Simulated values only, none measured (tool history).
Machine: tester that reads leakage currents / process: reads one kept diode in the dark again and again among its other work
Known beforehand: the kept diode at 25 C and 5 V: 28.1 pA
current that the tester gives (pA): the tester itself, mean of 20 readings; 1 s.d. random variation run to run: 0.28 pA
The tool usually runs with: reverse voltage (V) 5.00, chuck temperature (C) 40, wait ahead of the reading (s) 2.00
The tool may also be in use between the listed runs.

run,hour,reverse voltage (V),chuck temperature (C),wait ahead of the reading (s),current that the tester gives (pA)
1,0.0,5.00,40,2.00,92.39
2,80.7,5.00,40,2.00,93.41
3,152.2,5.00,40,2.00,92.40
4,208.9,5.00,40,2.00,93.01
5,303.1,5.00,40,2.00,92.58
6,384.3,5.00,40,4.55,92.46
7,466.7,5.00,40,4.55,92.41
8,525.7,2.72,40,4.55,67.62
9,575.5,5.00,40,2.99,92.66
10,640.3,5.00,40,2.99,92.36
11,712.8,5.00,40,2.99,92.39
12,776.0,5.00,40,2.99,92.84
13,831.8,5.00,40,2.99,92.39
14,933.8,5.00,40,2.99,92.36
15,1013.3,5.00,40,2.99,92.41
16,1086.6,5.00,40,2.99,92.41
17,1128.8,5.00,40,2.99,92.28
18,1171.1,5.00,49,2.99,177.50
19,1214.6,5.00,49,2.99,177.92
20,1261.4,5.00,49,2.99,177.32
21,1312.0,5.00,49,2.99,178.44
22,1376.6,5.26,30,0.58,45.70
23,1437.2,5.00,40,2.03,92.57
24,1500.0,5.00,20,9.24,18.71
25,1551.9,7.30,35,2.75,76.97
26,1616.3,8.87,40,2.28,124.13
27,1717.3,8.87,40,2.28,124.43
28,1817.8,5.00,49,2.00,178.74
29,1875.1,10.34,22,7.48,32.26
30,1940.7,19.87,22,7.48,45.50
31,2021.9,2.12,27,0.61,22.19
32,2100.8,3.52,23,2.00,20.26
33,2175.2,2.23,35,4.44,41.92
34,2238.1,13.23,47,2.00,255.46
35,2296.9,13.23,28,2.00,61.33
# hour 2368.5: chuck's temperature calibrated
36,2368.5,1.18,40,0.43,44.65
37,2427.3,1.18,40,0.43,44.76
38,2494.6,1.18,40,0.43,44.78
39,2573.1,1.18,40,0.43,44.49

Predict each of these 3 candidate next runs independently; none follows another, all start after run 39:
A,2636.1,5.00,56,2.00,?
B,2636.1,5.63,27,2.24,?
C,2636.1,1.18,27,0.49,?

run,current that the tester gives (pA)
A,291.07
B,35.93
C,16.48
With the hidden condition removed and each run's random variation left untouched, the same runs would have given:
run,current that the tester gives (pA)
A,291.08
B,35.90
C,16.47
